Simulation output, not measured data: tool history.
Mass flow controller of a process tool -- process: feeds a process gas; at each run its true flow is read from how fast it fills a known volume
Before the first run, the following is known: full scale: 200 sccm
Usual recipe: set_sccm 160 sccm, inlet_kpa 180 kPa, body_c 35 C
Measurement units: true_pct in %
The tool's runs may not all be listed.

| run | hour | set_sccm | inlet_kpa | body_c | true_pct |
|---|---|---|---|---|---|
| 1 | 0.0 | 160 | 180 | 35 | 100.60 |
| 2 | 66.8 | 160 | 202 | 35 | 100.46 |
| 3 | 162.8 | 160 | 202 | 35 | 100.52 |
| 4 | 216.8 | 160 | 235 | 35 | 100.42 |
| 5 | 272.5 | 160 | 235 | 35 | 100.42 |
| 6 | 380.9 | 160 | 235 | 35 | 100.46 |
| 7 | 447.5 | 160 | 226 | 35 | 100.51 |
| 8 | 500.6 | 160 | 226 | 35 | 100.51 |
| 9 | 602.6 | 160 | 241 | 35 | 100.50 |
| 10 | 708.4 | 160 | 171 | 30 | 100.16 |
| 11 | 773.8 | 141 | 228 | 33 | 100.11 |
| 12 | 879.4 | 88 | 206 | 33 | 99.89 |
| 13 | 971.0 | 43 | 180 | 35 | 99.71 |
| 14 | 1044.5 | 43 | 180 | 35 | 99.85 |
| 15 | 1104.6 | 43 | 180 | 35 | 99.74 |
| 16 | 1205.3 | 130 | 205 | 39 | 100.55 |
| 17 | 1297.1 | 130 | 205 | 39 | 100.67 |
| 18 | 1376.8 | 32 | 156 | 23 | 98.67 |

3 options for the next run, each taken on its own from the tool as it stands now. Forecast them:
| A | 1456.8 | 58 | 180 | 29 | ? |
| B | 1456.8 | 147 | 222 | 28 | ? |
| C | 1456.8 | 160 | 146 | 35 | ? |

| run | true_pct |
|---|---|
| A | 99.30 |
| B | 99.77 |
| C | 100.51 |
The same runs, with their run-to-run variation unchanged, on a tool lacking any hidden condition would have given:
| run | true_pct |
|---|---|
| A | 99.31 |
| B | 99.79 |
| C | 100.53 |
